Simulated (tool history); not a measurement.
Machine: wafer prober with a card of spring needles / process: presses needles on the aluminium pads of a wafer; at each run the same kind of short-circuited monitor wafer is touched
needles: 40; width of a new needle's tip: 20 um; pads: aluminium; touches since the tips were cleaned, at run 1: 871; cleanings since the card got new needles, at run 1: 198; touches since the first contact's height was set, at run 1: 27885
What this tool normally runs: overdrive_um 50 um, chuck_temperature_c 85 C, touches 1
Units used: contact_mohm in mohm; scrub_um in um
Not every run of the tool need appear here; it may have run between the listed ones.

run,hour,overdrive_um,chuck_temperature_c,touches,touches since the tips were cleaned,cleanings since the card got new needles,touches since the first contact's height was set,contact_mohm,scrub_um
1,0,50,85,1,871,198,27885,240,12.66
# hour 4.4: tips cleaned on abrasive film
# hour 13.2: tips cleaned on abrasive film
# hour 22: tips cleaned on abrasive film
2,28.2,50,53,1,1080,201,32717,236,12.71
# hour 32.6: tips cleaned on abrasive film
# hour 41.4: tips cleaned on abrasive film
# hour 50.2: tips cleaned on abrasive film
# hour 58.9: tips cleaned on abrasive film
# hour 68.1: tips cleaned on abrasive film
3,68.1,50,85,1,0,206,39545,179,12.34
# hour 76.9: tips cleaned on abrasive film
# hour 85.7: tips cleaned on abrasive film
# hour 94.5: tips cleaned on abrasive film
# hour 105.4: tips cleaned on abrasive film
# hour 114.2: tips cleaned on abrasive film
4,119.1,50,85,1,854,211,48280,251,12.22
# hour 123.5: tips cleaned on abrasive film
# hour 132.3: tips cleaned on abrasive film
# hour 143.2: tips cleaned on abrasive film
5,151.8,50,85,1,1476,214,53883,273,12.42
# hour 154: tips cleaned on abrasive film
# hour 162.8: tips cleaned on abrasive film
# hour 171.6: tips cleaned on abrasive film
# hour 180.3: tips cleaned on abrasive film
# hour 191.3: tips cleaned on abrasive film
6,194.1,50,85,1,490,219,61127,226,12.09
# hour 200.7: tips cleaned on abrasive film
# hour 209.5: tips cleaned on abrasive film
# hour 218.2: tips cleaned on abrasive film
# hour 229.2: tips cleaned on abrasive film
7,231.4,50,85,1,379,223,67509,211,12.06
# hour 238.4: tips cleaned on abrasive film
# hour 249.4: tips cleaned on abrasive film
# hour 260.3: tips cleaned on abrasive film
# hour 271.2: tips cleaned on abrasive film
8,272.9,50,85,1,284,227,74626,210,11.83
# hour 275.3: height of the first contact set anew
# hour 281.9: tips cleaned on abrasive film
# hour 290.7: tips cleaned on abrasive film
# hour 301.7: tips cleaned on abrasive film
9,306,50,113,1,755,230,5257,248,11.17
# hour 312.4: tips cleaned on abrasive film
# hour 321.2: tips cleaned on abrasive film
# hour 332.1: tips cleaned on abrasive film
# hour 340.9: tips cleaned on abrasive film
10,343.4,50,113,1,433,234,11656,239,11.11
# hour 350: tips cleaned on abrasive film
# hour 358.8: tips cleaned on abrasive film
# hour 369.7: tips cleaned on abrasive film
# hour 378.5: tips cleaned on abrasive film
11,385.6,50,113,1,1232,238,18893,292,11.18
# hour 387.8: tips cleaned on abrasive film
# hour 398.8: tips cleaned on abrasive film
# hour 407.5: tips cleaned on abrasive film
# hour 418.5: tips cleaned on abrasive film
# hour 423.1: height of the first contact set anew, once more
# hour 427.5: tips cleaned on abrasive film
12,433,50,85,1,942,243,1692,240,13.01
# hour 437.4: tips cleaned on abrasive film
# hour 446.2: tips cleaned on abrasive film
# hour 455: tips cleaned on abrasive film
13,462.1,50,85,1,1231,246,6677,252,12.89
# hour 464.3: tips cleaned on abrasive film
# hour 473.1: tips cleaned on abrasive film
# hour 481.9: tips cleaned on abrasive film
14,485.1,50,85,1,557,249,10611,221,12.82
# hour 491.7: tips cleaned on abrasive film
# hour 500.5: tips cleaned on abrasive film
# hour 511.4: tips cleaned on abrasive film
15,514.8,42,87,1,581,252,15694,253,10.79

Run 16, settings as shown, results not yet in. Your forecast:
# hour 521.4: tips cleaned on abrasive film
# hour 530.1: tips cleaned on abrasive film
# hour 538.9: tips cleaned on abrasive film
# hour 549.8: tips cleaned on abrasive film
# hour 560.8: tips cleaned on abrasive film
16,564.8,56,57,2,693,257,24267,?,?

contact_mohm: 190 mohm
scrub_um: 14.17 um
On a tool with no hidden condition, and with the same random variation, this run would have come out at contact_mohm 152 mohm, scrub_um 14.58 um.
